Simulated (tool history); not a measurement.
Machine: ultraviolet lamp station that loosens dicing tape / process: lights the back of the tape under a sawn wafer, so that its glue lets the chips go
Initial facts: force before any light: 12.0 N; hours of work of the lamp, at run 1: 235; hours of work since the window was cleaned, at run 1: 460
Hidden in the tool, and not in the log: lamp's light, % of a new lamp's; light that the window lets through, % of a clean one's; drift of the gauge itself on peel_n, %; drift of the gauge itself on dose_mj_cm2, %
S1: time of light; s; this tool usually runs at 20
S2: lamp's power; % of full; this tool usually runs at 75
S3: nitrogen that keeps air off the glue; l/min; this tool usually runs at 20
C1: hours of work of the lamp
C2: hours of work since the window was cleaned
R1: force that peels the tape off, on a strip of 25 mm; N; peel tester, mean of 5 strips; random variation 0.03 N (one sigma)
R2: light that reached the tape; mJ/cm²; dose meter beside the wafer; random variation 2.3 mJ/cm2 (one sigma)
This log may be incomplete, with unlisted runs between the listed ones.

run	hour	S1	S2	S3	C1	C2	R1	R2
1	0	20	75	20	235	460	2.102	204
2	23.8	20	75	20	247	473	2.147	199
# hour 28.1: window cleaned of glue's vapour
3	46.6	20	75	20	259	10	2.423	179
4	65.2	20	75	20	270	20	2.46	179
5	90.6	20	75	20	283	34	2.5	177
6	101.6	20	75	20	289	40	2.497	176
7	120.1	25	75	20	299	50	1.745	223
# hour 122.7: window cleaned of glue's vapour, once more
8	131.7	25	75	20	305	5	1.144	274
9	146.4	25	75	20	313	13	1.115	271
10	171.2	25	75	20	326	26	1.164	270
11	193	25	75	20	338	38	1.19	268
12	206.7	25	75	20	346	45	1.175	271
13	228.3	25	75	20	357	57	1.19	267
14	247.7	25	75	20	368	67	1.202	263
15	259.3	20	81	20	374	74	1.63	225
16	280.9	20	75	19	386	85	1.951	207
17	295.1	18	76	6	393	93	3.815	193
18	319.5	29	71	11	406	106	1.484	285
19	345.6	20	81	39	420	120	1.244	223
20	362.2	32	81	30	429	129	0.451	359
21	380.3	32	81	30	439	139	0.468	354
22	392	32	80	18	446	145	0.698	346
23	410.3	32	80	18	455	155	0.699	343
24	421.8	32	80	18	462	161	0.708	343
25	445.8	15	68	7	475	174	5.187	135
26	461.2	15	68	7	483	183	4.996	137
27	482.3	14	68	7	494	194	5.169	123
28	493.7	20	75	9	500	200	2.946	198
29	506.2	20	70	8	507	207	3.432	183
30	528.9	20	65	16	519	219	2.974	165
31	553.7	20	65	16	533	232	2.979	166

Each row is a separate what-if for the run after 31, all from the same tool condition, not one after another. Results?
A	574.2	17	75	26	544	244	?	?
B	574.2	32	63	7	544	244	?	?
C	574.2	20	65	10	544	244	?	?

run	R1	R2
A	2.575	162
B	2.364	261
C	3.628	167
Without the tool's unlogged condition, the same runs would have read:
run	R1	R2
A	1.777	203
B	1.601	326
C	2.713	208
